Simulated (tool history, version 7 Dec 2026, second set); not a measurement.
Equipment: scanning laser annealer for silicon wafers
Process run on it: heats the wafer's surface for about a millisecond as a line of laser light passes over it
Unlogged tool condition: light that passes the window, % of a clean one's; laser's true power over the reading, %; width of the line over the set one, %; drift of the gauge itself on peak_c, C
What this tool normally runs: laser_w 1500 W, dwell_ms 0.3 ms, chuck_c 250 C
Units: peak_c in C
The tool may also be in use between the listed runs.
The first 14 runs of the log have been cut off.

run    hour  laser_w  dwell_ms  chuck_c  hours of work since the window was cleaned  hours of work since the power meter was calibrated  hours of work since the optics were aligned  peak_c
      407.4  -- laser's power meter calibrated
 15     433     1451       0.3      250                                         104                                                  13                                          370    1018
 16   453.7     1451       0.3      250                                         115                                                  24                                          381    1018
      477.2  -- laser's power meter calibrated, once more
 17   484.2     1451       0.3      275                                         129                                                   4                                          395    1042
 18   519.3     1451       0.3      275                                         147                                                  22                                          414    1045
 19   544.6     1451       0.3      275                                         161                                                  35                                          427    1041
 20   575.1     1533       0.3      275                                         176                                                  51                                          443    1097
 21   604.7     1598     0.233      258                                         192                                                  66                                          458    1033
 22     629     1598     0.233      258                                         204                                                  79                                          470    1032
 23   656.9     1443     0.276      274                                         219                                                  93                                          485    1007
 24   681.4     1443     0.276      274                                         231                                                 106                                          498    1005
 25   722.2     1571       0.3      250                                         253                                                 127                                          519    1094
 26   764.1     1571       0.3      250                                         274                                                 149                                          540    1096
 27   785.2     1571       0.3      250                                         285                                                 160                                          551    1093
 28   807.5     1284       0.3      250                                         297                                                 171                                          563     902
 29   827.7     1387     0.344      216                                         307                                                 182                                          573     977
 30   851.1     1500       0.3      229                                         319                                                 194                                          586    1025
 31   883.6     1500       0.3      229                                         336                                                 211                                          602    1022
 32   920.5     1500     0.317      277                                         355                                                 230                                          622    1089
 33   941.3     1335      0.37      249                                         366                                                 241                                          632     997
 34   964.6     1409     0.324      239                                         378                                                 253                                          644     996
 35   995.4     1409     0.324      239                                         394                                                 269                                          660     990
 36  1020.4     1623       0.3      250                                         407                                                 282                                          673    1125
 37  1052.4     1320       0.3      250                                         424                                                 298                                          690     920
 38  1093.4     1320       0.3      250                                         445                                                 320                                          711     922
 39  1129.3     1320       0.3      250                                         464                                                 338                                          730     918

Branching from run 39: 5 alternative next runs. What would each branch give?
  A  1157.5     1615     0.222      273                                         478                                                 353                                          744       ?
  B  1157.5     1500       0.3      239                                         478                                                 353                                          744       ?
  C  1157.5     1539     0.214      225                                         478                                                 353                                          744       ?
  D  1157.5     1320     0.223      279                                         478                                                 353                                          744       ?
  E  1157.5     1532     0.287      269                                         478                                                 353                                          744       ?

run  peak_c
  A    1031
  B    1022
  C     928
  D     861
  E    1060
Take away the tool's hidden state, keep each run's random variation, and the runs would have read:
run  peak_c
  A    1054
  B    1047
  C     949
  D     879
  E    1085
